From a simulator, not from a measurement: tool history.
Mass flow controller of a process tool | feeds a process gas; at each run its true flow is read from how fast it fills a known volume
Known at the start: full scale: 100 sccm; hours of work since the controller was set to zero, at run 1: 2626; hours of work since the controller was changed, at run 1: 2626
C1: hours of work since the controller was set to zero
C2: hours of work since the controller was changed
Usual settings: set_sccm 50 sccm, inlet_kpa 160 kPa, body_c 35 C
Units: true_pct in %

run 1 hour=0.0 | set_sccm=50 inlet_kpa=160 body_c=35 | C1=2626 C2=2626 | true_pct=100.08
run 2 hour=169.6 | set_sccm=50 inlet_kpa=160 body_c=35 | C1=2740 C2=2740 | true_pct=100.14
run 3 hour=325.0 | set_sccm=50 inlet_kpa=160 body_c=35 | C1=2845 C2=2845 | true_pct=99.90
run 4 hour=469.3 | set_sccm=50 inlet_kpa=160 body_c=35 | C1=2942 C2=2942 | true_pct=100.11
run 5 hour=540.5 | set_sccm=50 inlet_kpa=261 body_c=35 | C1=2990 C2=2990 | true_pct=99.64
run 6 hour=707.8 | set_sccm=50 inlet_kpa=152 body_c=35 | C1=3102 C2=3102 | true_pct=100.11
run 7 hour=849.1 | set_sccm=50 inlet_kpa=160 body_c=35 | C1=3197 C2=3197 | true_pct=100.09
run 8 hour=978.7 | set_sccm=50 inlet_kpa=160 body_c=35 | C1=3284 C2=3284 | true_pct=100.25
run 9 hour=1080.0 | set_sccm=50 inlet_kpa=273 body_c=35 | C1=3352 C2=3352 | true_pct=99.64
run 10 hour=1242.0 | set_sccm=50 inlet_kpa=273 body_c=35 | C1=3461 C2=3461 | true_pct=99.48
run 11 hour=1373.4 | set_sccm=50 inlet_kpa=160 body_c=35 | C1=3549 C2=3549 | true_pct=100.30
run 12 hour=1471.3 | set_sccm=50 inlet_kpa=160 body_c=35 | C1=3615 C2=3615 | true_pct=100.17
run 13 hour=1561.4 | set_sccm=19 inlet_kpa=172 body_c=24 | C1=3676 C2=3676 | true_pct=99.53
run 14 hour=1727.1 | set_sccm=19 inlet_kpa=172 body_c=24 | C1=3787 C2=3787 | true_pct=99.70
run 15 hour=1863.1 | set_sccm=50 inlet_kpa=231 body_c=35 | C1=3878 C2=3878 | true_pct=99.76
run 16 hour=2009.3 | set_sccm=50 inlet_kpa=231 body_c=35 | C1=3977 C2=3977 | true_pct=99.80
run 17 hour=2161.0 | set_sccm=50 inlet_kpa=231 body_c=35 | C1=4078 C2=4078 | true_pct=99.69
run 18 hour=2274.5 | set_sccm=50 inlet_kpa=231 body_c=35 | C1=4155 C2=4155 | true_pct=99.68
run 19 hour=2423.5 | set_sccm=50 inlet_kpa=151 body_c=30 | C1=4255 C2=4255 | true_pct=99.97
run 20 hour=2598.5 | set_sccm=50 inlet_kpa=151 body_c=28 | C1=4372 C2=4372 | true_pct=100.10
run 21 hour=2750.0 | set_sccm=30 inlet_kpa=151 body_c=28 | C1=4474 C2=4474 | true_pct=99.79
run 22 hour=2822.6 | set_sccm=82 inlet_kpa=160 body_c=26 | C1=4523 C2=4523 | true_pct=100.17

Forecast each of these 3 alternatives for the next run:
run A hour=2945.7 | set_sccm=18 inlet_kpa=157 body_c=37 | C1=4606 C2=4606 | true_pct=?
run B hour=2945.7 | set_sccm=82 inlet_kpa=179 body_c=22 | C1=4606 C2=4606 | true_pct=?
run C hour=2945.7 | set_sccm=50 inlet_kpa=172 body_c=35 | C1=4606 C2=4606 | true_pct=?

run=A true_pct=99.90
run=B true_pct=99.92
run=C true_pct=99.95
Without the tool's hidden state the same runs would have given:
run=A true_pct=99.92
run=B true_pct=99.92
run=C true_pct=99.96

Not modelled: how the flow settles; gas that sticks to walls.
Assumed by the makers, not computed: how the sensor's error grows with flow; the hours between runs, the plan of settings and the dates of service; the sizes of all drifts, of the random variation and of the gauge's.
